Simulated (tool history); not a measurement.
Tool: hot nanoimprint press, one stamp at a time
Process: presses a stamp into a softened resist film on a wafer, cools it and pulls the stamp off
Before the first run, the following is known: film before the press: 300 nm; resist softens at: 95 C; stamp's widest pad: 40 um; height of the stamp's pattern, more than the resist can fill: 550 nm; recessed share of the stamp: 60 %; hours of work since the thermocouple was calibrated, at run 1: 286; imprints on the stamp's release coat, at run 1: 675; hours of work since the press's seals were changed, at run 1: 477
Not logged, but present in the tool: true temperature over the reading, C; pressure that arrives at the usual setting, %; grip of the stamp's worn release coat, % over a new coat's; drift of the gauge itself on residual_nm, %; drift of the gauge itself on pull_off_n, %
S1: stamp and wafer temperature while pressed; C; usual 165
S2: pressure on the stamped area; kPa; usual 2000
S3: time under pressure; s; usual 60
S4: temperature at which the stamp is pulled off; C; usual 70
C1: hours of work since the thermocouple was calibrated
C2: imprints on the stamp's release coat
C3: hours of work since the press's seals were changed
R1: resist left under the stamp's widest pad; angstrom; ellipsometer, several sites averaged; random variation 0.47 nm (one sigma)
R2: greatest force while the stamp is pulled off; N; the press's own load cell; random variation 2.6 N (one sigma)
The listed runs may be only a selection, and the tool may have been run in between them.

{"run": 1, "hour": 0.0, "S1": 165, "S2": 2000, "S3": 60, "S4": 70, "C1": 286, "C2": 675, "C3": 477, "R1": 1090, "R2": 137}
{"run": 2, "hour": 26.3, "S1": 165, "S2": 1260, "S3": 60, "S4": 70, "C1": 306, "C2": 764, "C3": 497, "R1": 1332, "R2": 140}
{"run": 3, "hour": 51.9, "S1": 165, "S2": 1260, "S3": 69, "S4": 70, "C1": 325, "C2": 849, "C3": 516, "R1": 1268, "R2": 151}
{"run": 4, "hour": 79.9, "S1": 165, "S2": 2500, "S3": 60, "S4": 70, "C1": 346, "C2": 943, "C3": 537, "R1": 973, "R2": 153}
{"run": 5, "hour": 111.1, "S1": 165, "S2": 2500, "S3": 60, "S4": 70, "C1": 369, "C2": 1048, "C3": 560, "R1": 973, "R2": 154}
{"run": 6, "hour": 133.6, "S1": 165, "S2": 2500, "S3": 60, "S4": 70, "C1": 386, "C2": 1124, "C3": 577, "R1": 978, "R2": 152}
{"run": 7, "hour": 154.8, "S1": 165, "S2": 1350, "S3": 60, "S4": 70, "C1": 402, "C2": 1195, "C3": 593, "R1": 1291, "R2": 158}
{"run": 8, "hour": 181.4, "S1": 165, "S2": 2000, "S3": 100, "S4": 70, "C1": 422, "C2": 1284, "C3": 613, "R1": 864, "R2": 162}
{"run": 9, "hour": 212.8, "S1": 165, "S2": 2000, "S3": 100, "S4": 70, "C1": 445, "C2": 1389, "C3": 636, "R1": 869, "R2": 160}
{"run": 10, "hour": 226.9, "S1": 165, "S2": 2000, "S3": 100, "S4": 70, "C1": 456, "C2": 1437, "C3": 647, "R1": 874, "R2": 165}
{"run": 11, "hour": 248.2, "S1": 165, "S2": 2000, "S3": 60, "S4": 70, "C1": 472, "C2": 1508, "C3": 663, "R1": 1075, "R2": 174}
{"run": 12, "hour": 268.9, "S1": 165, "S2": 2000, "S3": 60, "S4": 70, "C1": 487, "C2": 1578, "C3": 678, "R1": 1071, "R2": 178}
{"hour": 275.0, "done": "plate thermocouple calibrated"}
{"run": 13, "hour": 295.2, "S1": 165, "S2": 2000, "S3": 60, "S4": 70, "C1": 15, "C2": 1656, "C3": 696, "R1": 1053, "R2": 173}
{"run": 14, "hour": 309.4, "S1": 165, "S2": 2000, "S3": 31, "S4": 70, "C1": 26, "C2": 1704, "C3": 706, "R1": 1362, "R2": 173}
{"hour": 317.9, "done": "stamp cleaned and given a new release coat"}
{"run": 15, "hour": 333.9, "S1": 165, "S2": 2000, "S3": 31, "S4": 70, "C1": 40, "C2": 54, "C3": 720, "R1": 1364, "R2": 120}
{"run": 16, "hour": 348.6, "S1": 165, "S2": 2000, "S3": 31, "S4": 70, "C1": 51, "C2": 103, "C3": 731, "R1": 1369, "R2": 119}
{"run": 17, "hour": 369.0, "S1": 165, "S2": 2000, "S3": 60, "S4": 60, "C1": 66, "C2": 171, "C3": 746, "R1": 1057, "R2": 144}
{"run": 18, "hour": 392.1, "S1": 165, "S2": 2000, "S3": 60, "S4": 60, "C1": 83, "C2": 249, "C3": 764, "R1": 1057, "R2": 141}
{"run": 19, "hour": 410.0, "S1": 165, "S2": 2000, "S3": 60, "S4": 60, "C1": 96, "C2": 309, "C3": 777, "R1": 1048, "R2": 151}
{"run": 20, "hour": 425.0, "S1": 172, "S2": 2000, "S3": 60, "S4": 60, "C1": 108, "C2": 359, "C3": 788, "R1": 743, "R2": 150}
{"run": 21, "hour": 455.5, "S1": 158, "S2": 2750, "S3": 33, "S4": 70, "C1": 130, "C2": 462, "C3": 811, "R1": 1607, "R2": 137}
{"run": 22, "hour": 469.3, "S1": 155, "S2": 2000, "S3": 60, "S4": 70, "C1": 141, "C2": 508, "C3": 821, "R1": 1682, "R2": 128}
{"hour": 477.9, "done": "plate thermocouple calibrated, once more"}
{"run": 23, "hour": 505.9, "S1": 155, "S2": 2000, "S3": 60, "S4": 70, "C1": 21, "C2": 621, "C3": 846, "R1": 1788, "R2": 143}
{"run": 24, "hour": 532.9, "S1": 155, "S2": 1710, "S3": 52, "S4": 64, "C1": 41, "C2": 711, "C3": 867, "R1": 1953, "R2": 157}
{"run": 25, "hour": 558.5, "S1": 155, "S2": 1710, "S3": 52, "S4": 64, "C1": 60, "C2": 797, "C3": 886, "R1": 1961, "R2": 155}
{"run": 26, "hour": 583.6, "S1": 160, "S2": 1710, "S3": 118, "S4": 69, "C1": 79, "C2": 881, "C3": 904, "R1": 1172, "R2": 148}
{"hour": 599.5, "done": "press's hydraulic seals changed and the load cell set to zero"}
{"run": 27, "hour": 607.4, "S1": 176, "S2": 1710, "S3": 65, "S4": 69, "C1": 91, "C2": 934, "C3": 6, "R1": 676, "R2": 148}
{"run": 28, "hour": 635.9, "S1": 176, "S2": 1710, "S3": 65, "S4": 69, "C1": 112, "C2": 1030, "C3": 27, "R1": 677, "R2": 160}
{"run": 29, "hour": 659.6, "S1": 176, "S2": 1710, "S3": 65, "S4": 69, "C1": 130, "C2": 1110, "C3": 45, "R1": 673, "R2": 157}
{"run": 30, "hour": 684.5, "S1": 176, "S2": 1710, "S3": 113, "S4": 69, "C1": 148, "C2": 1193, "C3": 64, "R1": 520, "R2": 157}

For each entry between runs, how does the tool's hidden state at the last listed run before it compare with that at the first listed run after it?
Run 12 -> run 13: plate thermocouple calibrated (hour 275)
  true temperature over the reading, C: 0.67 -> 1.12; pressure that arrives at the usual setting, %: 95.67 -> 95.55; grip of the stamp's worn release coat, % over a new coat's: 44.3 -> 46.6
  measured minus no-state result, R1: -12 -> -35 angstrom; R2: +53 -> +53 N
Run 14 -> run 15: stamp cleaned and given a new release coat (hour 317.9)
  true temperature over the reading, C: 1.13 -> 1.16; pressure that arrives at the usual setting, %: 95.49 -> 95.41; grip of the stamp's worn release coat, % over a new coat's: 48.1 -> 1.4
  measured minus no-state result, R1: -42 -> -42 angstrom; R2: +55 -> -1 N
Run 22 -> run 23: plate thermocouple calibrated, once more (hour 477.9)
  true temperature over the reading, C: 1.33 -> -0.14; pressure that arrives at the usual setting, %: 94.77 -> 94.6; grip of the stamp's worn release coat, % over a new coat's: 13.7 -> 16.8
  measured minus no-state result, R1: -66 -> +46 angstrom; R2: +13 -> +21 N
Run 26 -> run 27: press's hydraulic seals changed and the load cell set to zero (hour 599.5)
  true temperature over the reading, C: -0.04 -> -0.02; pressure that arrives at the usual setting, %: 94.23 -> 99.62; grip of the stamp's worn release coat, % over a new coat's: 24.1 -> 25.6
  measured minus no-state result, R1: +30 -> +2 angstrom; R2: +29 -> +30 N
